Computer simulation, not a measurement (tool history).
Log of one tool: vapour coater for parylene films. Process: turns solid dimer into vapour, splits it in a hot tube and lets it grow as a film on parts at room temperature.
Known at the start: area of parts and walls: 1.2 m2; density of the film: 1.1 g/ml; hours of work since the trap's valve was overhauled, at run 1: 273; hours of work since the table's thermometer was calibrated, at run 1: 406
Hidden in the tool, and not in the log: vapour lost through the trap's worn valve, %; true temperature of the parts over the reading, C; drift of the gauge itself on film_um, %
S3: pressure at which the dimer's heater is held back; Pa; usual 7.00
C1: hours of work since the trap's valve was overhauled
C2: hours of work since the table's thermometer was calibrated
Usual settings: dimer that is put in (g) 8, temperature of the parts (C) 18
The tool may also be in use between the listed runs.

Run 1, day 0.000: usual settings; C1 273; C2 406. Result: thickness of the film (µm) 2.89.
At day 2.167: trap's valve overhauled.
Run 2, day 2.583: usual settings; C1 6; C2 440. Result: thickness of the film (µm) 2.90.
Run 3, day 4.112: usual settings; C1 28; C2 462. Result: thickness of the film (µm) 2.91.
Run 4, day 5.792: usual settings; C1 52; C2 487. Result: thickness of the film (µm) 2.88.
Run 5, day 7.900: usual settings but dimer that is put in (g) 12; C1 82; C2 517. Result: thickness of the film (µm) 4.38.
Run 6, day 9.292: usual settings; C1 102; C2 537. Result: thickness of the film (µm) 2.88.
Run 7, day 11.512: usual settings but dimer that is put in (g) 4; C1 134; C2 569. Result: thickness of the film (µm) 1.40.
Run 8, day 13.796: usual settings but dimer that is put in (g) 4; C1 167; C2 602. Result: thickness of the film (µm) 1.48.
Run 9, day 15.829: usual settings; C1 196; C2 631. Result: thickness of the film (µm) 2.88.
Run 10, day 17.738: usual settings; C1 224; C2 658. Result: thickness of the film (µm) 2.93.
Run 11, day 19.183: usual settings; C1 244; C2 679. Result: thickness of the film (µm) 2.89.
Run 12, day 20.496: usual settings but dimer that is put in (g) 7; C1 263; C2 698. Result: thickness of the film (µm) 2.50.
Run 13, day 22.338: usual settings but S3 4.24 Pa; C1 290; C2 724. Result: thickness of the film (µm) 3.14.
At day 23.288: trap's valve overhauled.
Run 14, day 24.129: usual settings but S3 4.24 Pa; C1 12; C2 748. Result: thickness of the film (µm) 3.19.
Run 15, day 26.012: usual settings but S3 4.24 Pa; C1 39; C2 775. Result: thickness of the film (µm) 3.18.
Run 16, day 27.254: usual settings but S3 4.24 Pa; C1 57; C2 792. Result: thickness of the film (µm) 3.20.
Run 17, day 28.908: usual settings; C1 81; C2 816. Result: thickness of the film (µm) 2.88.
Run 18, day 31.017: usual settings; C1 111; C2 846. Result: thickness of the film (µm) 2.89.
Run 19, day 32.092: usual settings; C1 126; C2 862. Result: thickness of the film (µm) 2.91.
Run 20, day 34.221: usual settings; C1 157; C2 893. Result: thickness of the film (µm) 2.88.
Run 21, day 36.608: usual settings; C1 191; C2 927. Result: thickness of the film (µm) 2.91.
Run 22, day 38.571: usual settings; C1 220; C2 955. Result: thickness of the film (µm) 2.90.
Run 23, day 40.708: usual settings; C1 250; C2 986. Result: thickness of the film (µm) 2.89.
Run 24, day 41.712: usual settings but dimer that is put in (g) 13, temperature of the parts (C) 24, S3 2.01 Pa; C1 265; C2 1000. Result: thickness of the film (µm) 5.05.
Run 25, day 43.888: usual settings but dimer that is put in (g) 10, temperature of the parts (C) 12, S3 6.77 Pa; C1 296; C2 1031. Result: thickness of the film (µm) 4.34.
At day 44.392: trap's valve overhauled.
Run 26, day 46.038: usual settings but temperature of the parts (C) 13, S3 3.06 Pa; C1 24; C2 1060. Result: thickness of the film (µm) 3.93.
Run 27, day 48.429: usual settings but dimer that is put in (g) 11; C1 58; C2 1094. Result: thickness of the film (µm) 3.93.
Run 28, day 50.238: usual settings but dimer that is put in (g) 11; C1 84; C2 1120. Result: thickness of the film (µm) 4.00.
Run 29, day 52.467: usual settings but dimer that is put in (g) 12, temperature of the parts (C) 17, S3 4.93 Pa; C1 116; C2 1152. Result: thickness of the film (µm) 4.76.
Run 30, day 53.662: usual settings but dimer that is put in (g) 12, temperature of the parts (C) 17, S3 4.93 Pa; C1 133; C2 1169. Result: thickness of the film (µm) 4.79.
Run 31, day 55.929: usual settings but dimer that is put in (g) 12, temperature of the parts (C) 15, S3 2.33 Pa; C1 166; C2 1202. Result: thickness of the film (µm) 5.78.
Run 32, day 58.125: usual settings but S3 8.58 Pa; C1 197; C2 1233. Result: thickness of the film (µm) 2.77.
Run 33, day 59.150: usual settings but temperature of the parts (C) 29, S3 11.58 Pa; C1 212; C2 1248. Result: thickness of the film (µm) 1.91.
Run 34, day 61.167: usual settings but temperature of the parts (C) 11, S3 11.58 Pa; C1 241; C2 1277. Result: thickness of the film (µm) 3.21.
Run 35, day 63.404: usual settings but temperature of the parts (C) 11, S3 11.58 Pa; C1 273; C2 1309. Result: thickness of the film (µm) 3.24.
At day 65.446: trap's valve overhauled.
Run 36, day 65.908: usual settings but dimer that is put in (g) 11, temperature of the parts (C) 27; C1 7; C2 1343. Result: thickness of the film (µm) 3.08.
Run 37, day 67.362: usual settings but dimer that is put in (g) 11, temperature of the parts (C) 27; C1 28; C2 1364. Result: thickness of the film (µm) 3.03.
Run 38, day 68.988: usual settings but dimer that is put in (g) 10, temperature of the parts (C) 30, S3 3.94 Pa; C1 51; C2 1387. Result: thickness of the film (µm) 2.80.
Run 39, day 70.012: usual settings but dimer that is put in (g) 13, temperature of the parts (C) 14, S3 10.12 Pa; C1 66; C2 1402. Result: thickness of the film (µm) 4.91.
Run 40, day 72.108: usual settings but dimer that is put in (g) 12, temperature of the parts (C) 13, S3 7.62 Pa; C1 96; C2 1432. Result: thickness of the film (µm) 4.97.
Run 41, day 74.158: usual settings but dimer that is put in (g) 4, temperature of the parts (C) 14, S3 9.69 Pa; C1 125; C2 1461. Result: thickness of the film (µm) 1.53.
Run 42, day 75.583: usual settings but dimer that is put in (g) 3; C1 146; C2 1482. Result: thickness of the film (µm) 1.07.
Run 43, day 77.371: usual settings but dimer that is put in (g) 12; C1 171; C2 1507. Result: thickness of the film (µm) 4.25.
Run 44, day 78.433: usual settings but dimer that is put in (g) 5; C1 187; C2 1523. Result: thickness of the film (µm) 1.82.
Run 45, day 80.300: usual settings but temperature of the parts (C) 23, S3 3.11 Pa; C1 213; C2 1550. Result: thickness of the film (µm) 2.89.
Run 46, day 82.550: usual settings but temperature of the parts (C) 23, S3 3.11 Pa; C1 246; C2 1582. Result: thickness of the film (µm) 2.87.

5 ways to go on from here, each from the tool as it stands after run 46. What would each give?
Run A, day 84.333: usual settings but dimer that is put in (g) 12, temperature of the parts (C) 19, S3 2.97 Pa; C1 271; C2 1607. Result: thickness of the film (µm) ?.
Run B, day 84.333: usual settings but temperature of the parts (C) 23, S3 5.84 Pa; C1 271; C2 1607. Result: thickness of the film (µm) ?.
Run C, day 84.333: usual settings but dimer that is put in (g) 5, temperature of the parts (C) 14, S3 3.11 Pa; C1 271; C2 1607. Result: thickness of the film (µm) ?.
Run D, day 84.333: usual settings but dimer that is put in (g) 7, temperature of the parts (C) 20, S3 6.22 Pa; C1 271; C2 1607. Result: thickness of the film (µm) ?.
Run E, day 84.333: usual settings but dimer that is put in (g) 13, temperature of the parts (C) 28; C1 271; C2 1607. Result: thickness of the film (µm) ?.

run  thickness of the film (µm)
  A                        4.89
  B                        2.57
  C                        2.34
  D                        2.42
  E                        3.46
Without the tool's hidden state the same runs would have given:
run  thickness of the film (µm)
  A                        4.89
  B                        2.58
  C                        2.35
  D                        2.42
  E                        3.47
